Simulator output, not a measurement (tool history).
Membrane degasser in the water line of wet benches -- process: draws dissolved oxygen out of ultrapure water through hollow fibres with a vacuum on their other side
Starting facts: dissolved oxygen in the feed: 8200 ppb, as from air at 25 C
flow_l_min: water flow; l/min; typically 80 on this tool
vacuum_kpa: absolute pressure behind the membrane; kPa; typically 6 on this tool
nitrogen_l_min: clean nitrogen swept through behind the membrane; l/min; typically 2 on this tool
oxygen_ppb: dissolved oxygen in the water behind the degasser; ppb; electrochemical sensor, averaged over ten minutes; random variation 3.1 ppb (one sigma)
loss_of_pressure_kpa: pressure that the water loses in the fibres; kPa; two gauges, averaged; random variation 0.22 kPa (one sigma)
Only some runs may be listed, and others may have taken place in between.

run	hour	flow_l_min	vacuum_kpa	nitrogen_l_min	oxygen_ppb	loss_of_pressure_kpa
1	0	80	6	2	302	52.9
2	126.8	80	6	2	302.9	52.39
3	187.9	74	6	2	264.8	48.96
4	294	80	6	2	301.9	52.56
5	376.1	67	6	2	237.1	44.12
6	476.1	67	6	4.93	133.6	44.33
7	535.7	80	6	2	306.5	53.12
8	594.6	80	6	2	300.9	53.11
9	658.7	80	6	2	303.9	52.64
10	779.3	80	6	2	305.8	52.97
11	901.3	49	3.82	5.86	26.6	32.16
12	1025	73	9.1	0.96	773.5	48.61

The next listed run, before its measurement:
13	1123.6	80	4	2	?	?

Logged for run 13: oxygen_ppb 150.9 ppb, loss_of_pressure_kpa 53.26 kPa.
On a tool with no hidden condition, and with the same random variation, this run would have come out at oxygen_ppb 150.6 ppb, loss_of_pressure_kpa 52.82 kPa.

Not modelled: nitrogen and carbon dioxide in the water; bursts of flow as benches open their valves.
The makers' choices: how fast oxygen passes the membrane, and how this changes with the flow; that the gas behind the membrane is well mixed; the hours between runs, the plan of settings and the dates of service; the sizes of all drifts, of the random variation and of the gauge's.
